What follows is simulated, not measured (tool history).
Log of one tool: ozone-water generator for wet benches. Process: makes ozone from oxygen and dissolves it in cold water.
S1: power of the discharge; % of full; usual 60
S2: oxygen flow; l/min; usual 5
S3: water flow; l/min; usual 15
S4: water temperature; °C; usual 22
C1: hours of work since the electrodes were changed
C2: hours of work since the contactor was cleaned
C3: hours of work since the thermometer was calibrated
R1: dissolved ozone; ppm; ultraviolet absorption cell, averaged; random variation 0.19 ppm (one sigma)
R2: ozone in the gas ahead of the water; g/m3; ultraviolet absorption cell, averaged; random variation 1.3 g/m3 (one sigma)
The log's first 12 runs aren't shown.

run 13 day=51.533 | S1=60 S2=5 S3=15 S4=22 | C1=2642 C2=671 C3=3857 | R1=25.5 R2=215.7
run 14 day=54.388 | S1=60 S2=5 S3=17 S4=22 | C1=2685 C2=714 C3=3899 | R1=23.2 R2=217.4
run 15 day=56.971 | S1=60 S2=5 S3=17 S4=22 | C1=2724 C2=752 C3=3938 | R1=23.2 R2=216.5
run 16 day=61.254 | S1=60 S2=5 S3=17 S4=22 | C1=2788 C2=816 C3=4002 | R1=23.4 R2=216.6
run 17 day=65.833 | S1=60 S2=5 S3=17 S4=22 | C1=2856 C2=885 C3=4071 | R1=23.1 R2=215.7
run 18 day=70.346 | S1=48 S2=5 S3=15 S4=22 | C1=2924 C2=952 C3=4138 | R1=22.3 R2=189.4
-- day=72.975 water thermometer calibrated
run 19 day=73.438 | S1=48 S2=5 S3=15 S4=22 | C1=2970 C2=998 C3=7 | R1=22.2 R2=186.8
run 20 day=77.804 | S1=48 S2=5 S3=15 S4=22 | C1=3035 C2=1064 C3=72 | R1=22.3 R2=189.1
run 21 day=82.458 | S1=48 S2=5 S3=15 S4=22 | C1=3105 C2=1133 C3=142 | R1=22.1 R2=187.5
run 22 day=84.842 | S1=60 S2=5.7 S3=15 S4=16 | C1=3141 C2=1169 C3=178 | R1=28.5 R2=205.3

Forecast run 23:
run 23 day=88.342 | S1=57 S2=5 S3=15 S4=22 | C1=3193 C2=1221 C3=230 | R1=? R2=?

R1: 24.6 ppm
R2: 207.3 g/m3
Without the tool's hidden state the same run would have given R1 26.6 ppm, R2 222.2 g/m3.

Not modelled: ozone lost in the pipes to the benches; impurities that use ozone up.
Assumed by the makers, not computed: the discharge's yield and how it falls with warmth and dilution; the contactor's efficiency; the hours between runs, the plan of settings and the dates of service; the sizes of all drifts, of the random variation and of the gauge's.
